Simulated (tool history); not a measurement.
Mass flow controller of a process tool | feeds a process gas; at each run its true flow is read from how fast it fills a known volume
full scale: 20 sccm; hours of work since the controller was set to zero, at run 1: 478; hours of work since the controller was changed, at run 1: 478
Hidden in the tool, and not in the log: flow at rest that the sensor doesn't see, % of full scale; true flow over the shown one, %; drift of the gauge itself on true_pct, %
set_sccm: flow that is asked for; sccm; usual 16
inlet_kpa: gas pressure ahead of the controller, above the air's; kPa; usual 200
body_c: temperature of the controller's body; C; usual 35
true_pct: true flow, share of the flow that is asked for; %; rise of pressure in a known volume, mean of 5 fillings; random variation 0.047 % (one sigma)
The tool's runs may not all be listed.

run	day	set_sccm	inlet_kpa	body_c	hours of work since the controller was set to zero	hours of work since the controller was changed	true_pct
1	0	16	200	35	478	478	98.3
2	13.404	16	200	35	649	649	98.17
3	20.379	16	200	35	738	738	98.16
4	29.504	16	200	35	855	855	98.18
5	39.942	16	200	35	988	988	98.16
6	52.412	16	200	35	1147	1147	98.14
7	58.992	19	200	35	1231	1231	98.66
8	68.671	19	200	35	1354	1354	98.7
9	76.308	16	200	21	1452	1452	99.18
10	90.121	17	200	21	1628	1628	99.24
11	100.638	17	200	21	1762	1762	99.24
12	106.767	17	200	21	1840	1840	99.18
13	116.446	6	200	35	1964	1964	95.25
14	127.246	6	200	35	2102	2102	95.28
15	139.3	6	200	35	2256	2256	95.19
16	152.35	6	200	35	2422	2422	95.06
17	159.588	6	200	35	2515	2515	94.99
18	170.692	16	200	35	2656	2656	97.77
19	176.662	16	187	35	2732	2732	97.77
20	184.379	6	157	25	2831	2831	95.23
21	198.188	6	203	26	3007	3007	95.37
22	205.183	4	200	35	3096	3096	92.98
23	213.562	4	226	38	3203	3203	92.96
# day 214.517: controller's zero set anew
24	225.338	10	226	38	138	3353	95.64
25	236.712	16	277	28	283	3499	98.55
26	243.275	16	225	31	367	3582	97.92
# day 250.108: controller's zero set anew, once more
27	255.629	16	214	26	70	3740	99.56
28	267.504	16	200	31	222	3891	99.13
29	280.338	3	195	22	386	4055	97
30	286.725	6	195	27	467	4137	97.35
31	293.192	16	237	33	550	4219	99.08
32	307.15	16	237	33	728	4397	99.12
33	315.846	2	200	37	839	4508	94.37
34	324.688	6	200	23	952	4621	97.44
35	336.267	15	156	28	1100	4769	98.6
36	343.879	3	192	24	1197	4866	95.72
37	357.479	3	192	24	1370	5039	95.47

5 ways to go on from here, each from the tool as it stands after run 37. What would each give?
A	369.95	3	228	32	1529	5199	?
B	369.95	6	192	21	1529	5199	?
C	369.95	16	200	39	1529	5199	?
D	369.95	16	175	35	1529	5199	?
E	369.95	3	243	30	1529	5199	?

run	true_pct
A	94.98
B	97.19
C	98.24
D	98.45
E	95.33
Without the tool's hidden state the same runs would have given:
run	true_pct
A	96.93
B	97.98
C	98.3
D	98.5
E	97.29
